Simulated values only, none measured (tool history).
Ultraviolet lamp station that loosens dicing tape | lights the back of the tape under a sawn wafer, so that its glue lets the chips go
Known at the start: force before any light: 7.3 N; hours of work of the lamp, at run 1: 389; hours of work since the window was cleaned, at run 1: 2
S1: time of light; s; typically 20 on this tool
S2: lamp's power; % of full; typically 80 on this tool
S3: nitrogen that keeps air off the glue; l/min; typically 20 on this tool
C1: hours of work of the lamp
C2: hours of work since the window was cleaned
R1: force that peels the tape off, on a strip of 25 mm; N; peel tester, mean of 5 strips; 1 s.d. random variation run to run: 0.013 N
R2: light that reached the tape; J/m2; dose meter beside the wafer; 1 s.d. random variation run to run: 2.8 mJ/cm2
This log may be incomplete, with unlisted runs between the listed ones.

run 1 day=0.000 | S1=20 S2=80 S3=20 | C1=389 C2=2 | R1=0.707 R2=3450
run 2 day=1.192 | S1=20 S2=80 S3=20 | C1=404 C2=17 | R1=0.698 R2=3430
run 3 day=3.121 | S1=20 S2=80 S3=20 | C1=429 C2=42 | R1=0.760 R2=3380
run 4 day=4.312 | S1=20 S2=80 S3=27 | C1=444 C2=57 | R1=0.672 R2=3380
run 5 day=5.971 | S1=20 S2=70 S3=20 | C1=465 C2=78 | R1=0.967 R2=2970
run 6 day=7.821 | S1=20 S2=80 S3=20 | C1=488 C2=101 | R1=0.767 R2=3320
run 7 day=9.458 | S1=19 S2=65 S3=9 | C1=509 C2=122 | R1=1.694 R2=2470
run 8 day=10.833 | S1=23 S2=80 S3=19 | C1=526 C2=139 | R1=0.651 R2=3740
-- day=11.004 window cleaned of glue's vapour
run 9 day=12.229 | S1=23 S2=77 S3=19 | C1=544 C2=15 | R1=0.684 R2=3480
run 10 day=13.275 | S1=23 S2=77 S3=19 | C1=557 C2=29 | R1=0.733 R2=3470
run 11 day=15.312 | S1=20 S2=80 S3=22 | C1=583 C2=55 | R1=0.827 R2=3120
run 12 day=16.367 | S1=15 S2=75 S3=11 | C1=596 C2=68 | R1=1.883 R2=2150

Across each entry between runs, compare the hidden state at the last listed run before it with the hidden state at the first listed run after it:
Between runs 8 and 9: window cleaned of glue's vapour (day 11.004)
  lamp's light, % of a new lamp's: 90.2 -> 89.8; light that the window lets through, % of a clean one's: 95.1 -> 93.1
  measured less the result without the state, R1: +0.154 -> +0.187 N; R2: -620 -> -680 J/m2

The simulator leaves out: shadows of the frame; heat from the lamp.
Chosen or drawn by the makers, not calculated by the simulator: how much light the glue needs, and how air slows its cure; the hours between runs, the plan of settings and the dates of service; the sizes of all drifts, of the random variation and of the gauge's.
